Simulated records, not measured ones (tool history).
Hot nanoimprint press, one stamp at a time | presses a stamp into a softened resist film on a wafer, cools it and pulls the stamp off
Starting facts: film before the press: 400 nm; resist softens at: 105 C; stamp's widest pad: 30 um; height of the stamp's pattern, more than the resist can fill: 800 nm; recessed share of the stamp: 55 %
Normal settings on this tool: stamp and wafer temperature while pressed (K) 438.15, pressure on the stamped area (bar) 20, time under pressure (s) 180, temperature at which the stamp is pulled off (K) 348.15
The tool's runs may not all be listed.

| run | hour | stamp and wafer temperature while pressed (K) | pressure on the stamped area (bar) | time under pressure (s) | temperature at which the stamp is pulled off (K) | resist left under the stamp's widest pad (angstrom) | greatest force while the stamp is pulled off (N) |
|---|---|---|---|---|---|---|---|
| 1 | 0 | 438.15 | 20 | 180 | 348.15 | 1489 | 95 |
| 2 | 73.2 | 438.15 | 20 | 180 | 348.15 | 1487 | 91 |
| 3 | 106.3 | 432.15 | 20 | 180 | 348.15 | 1955 | 91 |
| 4 | 163 | 432.15 | 20 | 180 | 348.15 | 1928 | 94 |
| 5 | 200.3 | 432.15 | 20 | 180 | 348.15 | 1934 | 96 |
| 6 | 272.7 | 438.15 | 20 | 180 | 338.15 | 1488 | 89 |
| 7 | 317.4 | 438.15 | 20 | 180 | 338.15 | 1492 | 95 |
| 8 | 356.6 | 438.15 | 20 | 180 | 338.15 | 1502 | 98 |
| 9 | 405.7 | 438.15 | 20 | 261 | 348.15 | 1250 | 89 |
| 10 | 489.7 | 438.15 | 20 | 261 | 348.15 | 1246 | 91 |
| 11 | 542.7 | 438.15 | 20 | 261 | 348.15 | 1259 | 90 |
| 12 | 589 | 438.15 | 25.1 | 180 | 348.15 | 1343 | 93 |
| 13 | 654.6 | 438.15 | 20 | 180 | 348.15 | 1483 | 95 |
| 14 | 705.7 | 438.15 | 20 | 180 | 348.15 | 1486 | 96 |
| 15 | 768 | 438.15 | 20 | 180 | 348.15 | 1504 | 92 |
| 16 | 843.2 | 438.15 | 15.5 | 99 | 348.15 | 2092 | 90 |
| 17 | 923.5 | 438.15 | 15.5 | 99 | 348.15 | 2092 | 91 |
| 18 | 963.5 | 449.15 | 17.9 | 262 | 340.15 | 816 | 94 |
| 19 | 1015.3 | 449.15 | 17.9 | 262 | 340.15 | 814 | 97 |
| 20 | 1062.3 | 449.15 | 24.2 | 133 | 340.15 | 967 | 93 |
| 21 | 1093.8 | 438.15 | 25.6 | 180 | 348.15 | 1338 | 94 |
| 22 | 1153.1 | 438.15 | 25.6 | 180 | 348.15 | 1340 | 88 |
| 23 | 1211.9 | 449.15 | 20.3 | 188 | 348.15 | 898 | 92 |
| 24 | 1250.5 | 449.15 | 20.3 | 188 | 348.15 | 890 | 93 |
| 25 | 1332.1 | 429.15 | 12 | 199 | 340.15 | 2523 | 93 |
| 26 | 1386.7 | 438.15 | 20 | 180 | 339.15 | 1476 | 95 |
| 27 | 1444.3 | 438.15 | 29.3 | 248 | 348.15 | 1083 | 91 |
| 28 | 1514.8 | 438.15 | 29.3 | 248 | 348.15 | 1081 | 88 |
| 29 | 1577.3 | 438.15 | 20 | 286 | 349.15 | 1197 | 90 |

Not shown here: 10 entries made in the log between runs. Locate each between two listed runs and compare the hidden state at the listed run before it with the hidden state at the listed run after it:
Run 1 -> run 2: stamp cleaned and given a new release coat (hour 35.1)
  pressure that arrives at the usual setting, %: 99.72 -> 99.7; grip of the stamp's worn release coat, % over a new coat's: 1.1 -> 0.2
Run 5 -> run 6: stamp cleaned and given a new release coat (hour 248)
  pressure that arrives at the usual setting, %: 99.67 -> 99.66; grip of the stamp's worn release coat, % over a new coat's: 1 -> 0.1
Run 9 -> run 10: stamp cleaned and given a new release coat (hour 461.6)
  true temperature over the reading, C: 0.04 -> 0.05; pressure that arrives at the usual setting, %: 99.63 -> 99.61; grip of the stamp's worn release coat, % over a new coat's: 1 -> 0.2
Run 13 -> run 14: stamp cleaned and given a new release coat (hour 674.8)
  true temperature over the reading, C: 0.05 -> 0.06; pressure that arrives at the usual setting, %: 99.57 -> 99.56; grip of the stamp's worn release coat, % over a new coat's: 1.2 -> 0.2
Run 16 -> run 17: stamp cleaned and given a new release coat (hour 887.5)
  true temperature over the reading, C: 0.06 -> 0.07; pressure that arrives at the usual setting, %: 99.53 -> 99.51; grip of the stamp's worn release coat, % over a new coat's: 1 -> 0.2
Run 17 -> run 18: plate thermocouple calibrated (hour 952)
  true temperature over the reading, C: 0.07 -> 0; pressure that arrives at the usual setting, %: 99.51 -> 99.5; grip of the stamp's worn release coat, % over a new coat's: 0.2 -> 0.4
Run 21 -> run 22: stamp cleaned and given a new release coat (hour 1104.9)
  pressure that arrives at the usual setting, %: 99.47 -> 99.46; grip of the stamp's worn release coat, % over a new coat's: 1.3 -> 0.3
Run 24 -> run 25: stamp cleaned and given a new release coat (hour 1321.6)
  pressure that arrives at the usual setting, %: 99.44 -> 99.42; grip of the stamp's worn release coat, % over a new coat's: 0.9 -> 0.1
Run 25 -> run 26: press's hydraulic seals changed and the load cell set to zero (hour 1365.8)
  pressure that arrives at the usual setting, %: 99.42 -> 100; grip of the stamp's worn release coat, % over a new coat's: 0.1 -> 0.3
Run 28 -> run 29: stamp cleaned and given a new release coat (hour 1545.4)
  pressure that arrives at the usual setting, %: 99.97 -> 99.96; grip of the stamp's worn release coat, % over a new coat's: 1.1 -> 0.2

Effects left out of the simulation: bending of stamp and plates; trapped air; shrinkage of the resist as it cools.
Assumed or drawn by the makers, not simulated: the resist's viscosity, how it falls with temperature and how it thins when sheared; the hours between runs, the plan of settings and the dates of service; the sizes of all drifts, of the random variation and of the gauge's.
